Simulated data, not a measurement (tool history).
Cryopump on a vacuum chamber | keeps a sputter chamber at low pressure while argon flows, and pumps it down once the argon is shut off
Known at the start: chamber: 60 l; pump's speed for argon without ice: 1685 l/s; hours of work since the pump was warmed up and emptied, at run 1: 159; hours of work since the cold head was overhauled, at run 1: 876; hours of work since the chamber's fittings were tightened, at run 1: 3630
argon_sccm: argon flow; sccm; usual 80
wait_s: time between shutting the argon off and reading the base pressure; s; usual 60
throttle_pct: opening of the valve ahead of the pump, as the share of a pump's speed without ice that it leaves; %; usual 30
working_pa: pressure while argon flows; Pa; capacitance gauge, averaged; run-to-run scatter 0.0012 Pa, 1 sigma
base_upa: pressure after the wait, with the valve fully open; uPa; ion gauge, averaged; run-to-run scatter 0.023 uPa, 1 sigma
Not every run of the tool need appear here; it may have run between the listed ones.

run,day,argon_sccm,wait_s,throttle_pct,hours of work since the pump was warmed up and emptied,hours of work since the cold head was overhauled,hours of work since the chamber's fittings were tightened,working_pa,base_upa
1,0,80,60,30,159,876,3630,0.2704,1.33
# day 1.929: leaking fittings of the chamber tightened, without venting
2,3.388,74,60,30,218,935,26,0.2527,0.79
3,5.638,74,60,30,259,976,67,0.2545,0.79
4,8.15,80,60,30,304,1021,112,0.2754,0.85
5,11.562,80,104,30,366,1083,174,0.2762,0.63
6,14.567,80,60,30,420,1137,228,0.2802,0.9
7,17.888,78,33,48,480,1197,288,0.1765,1.41
8,20.879,34,130,45,534,1251,342,0.0823,0.61
9,23.458,63,130,20,580,1297,388,0.3281,0.59
10,25.292,40,27,23,613,1330,421,0.1854,1.66
11,29.375,71,87,23,687,1404,495,0.3273,0.74
# day 31.475: pump warmed up, emptied and cooled again
12,32.512,71,87,23,19,1457,548,0.3109,0.67

Forecast each of these 3 alternatives for the next run:
A,34.958,52,57,23,63,1501,592,?,?
B,34.958,86,153,49,63,1501,592,?,?
C,34.958,91,48,23,63,1501,592,?,?

run,working_pa,base_upa
A,0.2296,0.9
B,0.1795,0.56
C,0.401,1.07
Without the tool's hidden state the same runs would have given:
run,working_pa,base_upa
A,0.2281,0.78
B,0.1769,0.43
C,0.3983,0.94

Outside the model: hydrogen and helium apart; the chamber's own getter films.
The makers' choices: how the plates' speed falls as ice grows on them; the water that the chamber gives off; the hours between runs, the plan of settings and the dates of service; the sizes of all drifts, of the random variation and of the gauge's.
